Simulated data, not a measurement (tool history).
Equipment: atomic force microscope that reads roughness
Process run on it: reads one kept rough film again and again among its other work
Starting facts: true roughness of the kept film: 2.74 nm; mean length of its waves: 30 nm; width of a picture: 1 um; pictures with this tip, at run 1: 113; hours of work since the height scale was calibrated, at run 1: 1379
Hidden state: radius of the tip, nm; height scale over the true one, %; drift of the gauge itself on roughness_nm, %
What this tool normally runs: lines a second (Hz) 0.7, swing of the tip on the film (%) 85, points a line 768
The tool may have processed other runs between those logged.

run	hour	lines a second (Hz)	swing of the tip on the film (%)	points a line	pictures with this tip	hours of work since the height scale was calibrated	roughness of the kept film (nm (root mean square))
1	0	0.7	85	768	113	1379	2.304
2	33.7	0.7	85	768	172	1405	2.239
3	63.4	0.7	85	768	224	1428	2.223
4	112.2	0.7	63	768	309	1465	2.264
# hour 119.9: new tip fitted
# hour 131: height scale calibrated on a step standard
5	135	0.7	63	768	24	3	2.493
6	157.1	0.7	73	768	63	20	2.432
7	190.3	0.7	73	768	121	46	2.357
8	230.4	0.7	73	768	191	77	2.303
9	271.6	0.7	73	768	263	109	2.236
10	294.2	0.7	85	768	302	126	2.131
# hour 309.9: new tip fitted
11	322.2	0.799	85	768	21	148	2.358
12	344.5	3.494	85	768	60	165	1.817
13	377.9	3.494	85	768	118	191	1.77
14	425.2	1.025	85	768	201	227	2.14
15	466	0.7	85	301	272	259	2.143
16	487.8	0.7	85	301	310	276	2.117
# hour 498.5: new tip fitted
17	522.5	0.7	85	301	42	302	2.351
18	565.5	0.7	85	301	117	335	2.252
19	608	0.7	82	768	191	368	2.229
20	650.4	0.7	82	768	265	401	2.188
# hour 683.7: new tip fitted
21	684.1	0.7	82	768	1	427	2.43
22	726	0.7	77	768	74	459	2.379
23	770.4	0.7	85	360	151	493	2.239
24	801	0.7	85	360	205	517	2.209
25	840.5	0.7	85	360	274	548	2.146
# hour 869.4: new tip fitted
26	869.9	0.7	85	353	1	570	2.381
27	906.4	0.75	56	766	65	598	2.47
28	936	0.867	85	1021	116	621	2.246
29	975	1.699	65	1021	185	651	2.254
30	998.2	1.699	71	1009	225	669	2.17
31	1028.9	1.699	67	587	279	693	2.145
# hour 1056.2: new tip fitted
32	1056.2	0.7	69	803	0	714	2.494
33	1103.5	2.947	90	475	83	750	1.79
34	1146.5	1.957	60	1019	158	783	2.304
35	1175.9	1.742	74	1011	209	806	2.175
36	1212.1	0.668	60	768	272	834	2.306
# hour 1243.6: new tip fitted
37	1250.7	0.668	60	768	12	864	2.543
38	1284.4	0.7	85	469	71	890	2.323
39	1313.7	0.7	61	768	122	912	2.403
40	1345.6	0.7	61	768	178	937	2.387
41	1389	2.102	71	489	253	971	2.094
# hour 1429.8: new tip fitted
42	1438	0.795	65	542	14	1008	2.461
43	1480.8	3.53	58	323	89	1041	2.265
44	1509.4	3.53	58	323	139	1063	2.214
45	1530.7	3.53	58	323	176	1080	2.2
46	1572.1	3.53	58	323	248	1112	2.145
47	1603.6	0.7	58	266	303	1136	2.218
# hour 1614.8: new tip fitted
48	1635.2	0.7	58	266	35	1160	2.486
49	1683	0.7	58	266	119	1197	2.418
50	1729.5	0.7	58	266	200	1233	2.337
51	1772.8	0.606	69	267	275	1267	2.258
# hour 1800.3: new tip fitted
52	1824.6	0.654	68	358	43	1306	2.458

Across each entry between runs, compare the hidden state at the last listed run before it with the hidden state at the first listed run after it:
Runs 4 to 5: new tip fitted (hour 119.9); height scale calibrated on a step standard (hour 131)
  radius of the tip, nm: 16.3 -> 6; height scale over the true one, %: 1.05 -> 0.19
  measured minus no-state result, roughness of the kept film (nm (root mean square)): -0.262 -> -0.022
Runs 10 to 11: new tip fitted (hour 309.9)
  radius of the tip, nm: 16.1 -> 5.9; height scale over the true one, %: 0.27 -> 0.29
  measured minus no-state result, roughness of the kept film (nm (root mean square)): -0.261 -> -0.018
Runs 16 to 17: new tip fitted (hour 498.5)
  radius of the tip, nm: 16.4 -> 6.9; height scale over the true one, %: 0.36 -> 0.38
  measured minus no-state result, roughness of the kept film (nm (root mean square)): -0.265 -> -0.043
Runs 20 to 21: new tip fitted (hour 683.7)
  radius of the tip, nm: 15.1 -> 5.2; height scale over the true one, %: 0.44 -> 0.46
  measured minus no-state result, roughness of the kept film (nm (root mean square)): -0.241 -> +0.005
Runs 25 to 26: new tip fitted (hour 869.4)
  radius of the tip, nm: 15.4 -> 5.4; height scale over the true one, %: 0.53 -> 0.55
  measured minus no-state result, roughness of the kept film (nm (root mean square)): -0.239 -> +0.003
Runs 31 to 32: new tip fitted (hour 1056.2)
  radius of the tip, nm: 15.5 -> 5.3; height scale over the true one, %: 0.63 -> 0.64
  measured minus no-state result, roughness of the kept film (nm (root mean square)): -0.24 -> +0.007
Runs 36 to 37: new tip fitted (hour 1243.6)
  radius of the tip, nm: 15.2 -> 6; height scale over the true one, %: 0.72 -> 0.73
  measured minus no-state result, roughness of the kept film (nm (root mean square)): -0.248 -> -0.01
Runs 41 to 42: new tip fitted (hour 1429.8)
  radius of the tip, nm: 14.7 -> 6.3; height scale over the true one, %: 0.8 -> 0.82
  measured minus no-state result, roughness of the kept film (nm (root mean square)): -0.212 -> -0.015
Runs 47 to 48: new tip fitted (hour 1614.8)
  radius of the tip, nm: 16.9 -> 6.3; height scale over the true one, %: 0.91 -> 0.92
  measured minus no-state result, roughness of the kept film (nm (root mean square)): -0.277 -> -0.014
Runs 51 to 52: new tip fitted (hour 1800.3)
  radius of the tip, nm: 15 -> 6.8; height scale over the true one, %: 0.99 -> 1.01
  measured minus no-state result, roughness of the kept film (nm (root mean square)): -0.23 -> -0.024
